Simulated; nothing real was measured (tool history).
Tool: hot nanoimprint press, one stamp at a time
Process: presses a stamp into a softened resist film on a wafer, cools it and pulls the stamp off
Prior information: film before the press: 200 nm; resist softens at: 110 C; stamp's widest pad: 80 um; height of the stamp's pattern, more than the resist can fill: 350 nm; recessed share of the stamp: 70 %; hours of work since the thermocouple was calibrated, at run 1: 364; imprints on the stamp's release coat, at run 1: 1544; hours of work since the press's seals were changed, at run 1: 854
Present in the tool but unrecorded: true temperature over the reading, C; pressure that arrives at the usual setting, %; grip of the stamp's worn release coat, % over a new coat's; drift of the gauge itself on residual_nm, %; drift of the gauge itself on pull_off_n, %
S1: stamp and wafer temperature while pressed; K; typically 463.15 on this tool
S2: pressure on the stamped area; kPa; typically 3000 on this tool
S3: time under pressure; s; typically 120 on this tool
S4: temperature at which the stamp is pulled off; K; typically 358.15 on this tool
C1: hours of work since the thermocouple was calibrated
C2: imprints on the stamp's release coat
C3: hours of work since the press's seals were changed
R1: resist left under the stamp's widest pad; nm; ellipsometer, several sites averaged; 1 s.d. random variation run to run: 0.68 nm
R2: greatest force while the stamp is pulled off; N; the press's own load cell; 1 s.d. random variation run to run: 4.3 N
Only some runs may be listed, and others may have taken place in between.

run	hour	S1	S2	S3	S4	C1	C2	C3	R1	R2
1	0	463.15	3000	120	358.15	364	1544	854	115.6	278
# hour 84.5: press's hydraulic seals changed and the load cell set to zero
2	101.9	463.15	3000	120	358.15	430	1999	12	115.1	307
# hour 127.5: plate thermocouple calibrated
3	158.9	463.15	3000	120	358.15	22	2260	50	111.2	313
# hour 200.1: stamp cleaned and given a new release coat
4	208.2	463.15	3000	120	358.15	53	39	81	111.9	216
5	273.7	463.15	3000	120	358.15	99	356	127	112.3	226
6	318.6	463.15	2090	107	358.15	130	574	158	131	235
7	417.9	463.15	2090	107	358.15	200	1055	228	132.6	253
8	490.7	457.15	3960	120	358.15	251	1408	280	124.1	266
9	547.5	470.15	3000	120	358.15	291	1683	320	91.3	287
10	597.2	463.15	3000	120	359.15	326	1923	355	114.7	293

Selected run-to-run steps in R1, each split into two signed amounts: the part the tool would show with no hidden state at all (from settings, incoming material and random variation), and the remainder, which goes to the hidden state together with any gauge scatter not common to the measured and the hidden-state-free results:
Run 2 -> 3: plate thermocouple calibrated. R1 -3.9 nm: hidden state -3.9, all else +0.
Run 8 -> 9: S1 457.15 -> 470.15, S2 3960 -> 3000. R1 -32.8 nm: hidden state -0.1, all else -32.7.

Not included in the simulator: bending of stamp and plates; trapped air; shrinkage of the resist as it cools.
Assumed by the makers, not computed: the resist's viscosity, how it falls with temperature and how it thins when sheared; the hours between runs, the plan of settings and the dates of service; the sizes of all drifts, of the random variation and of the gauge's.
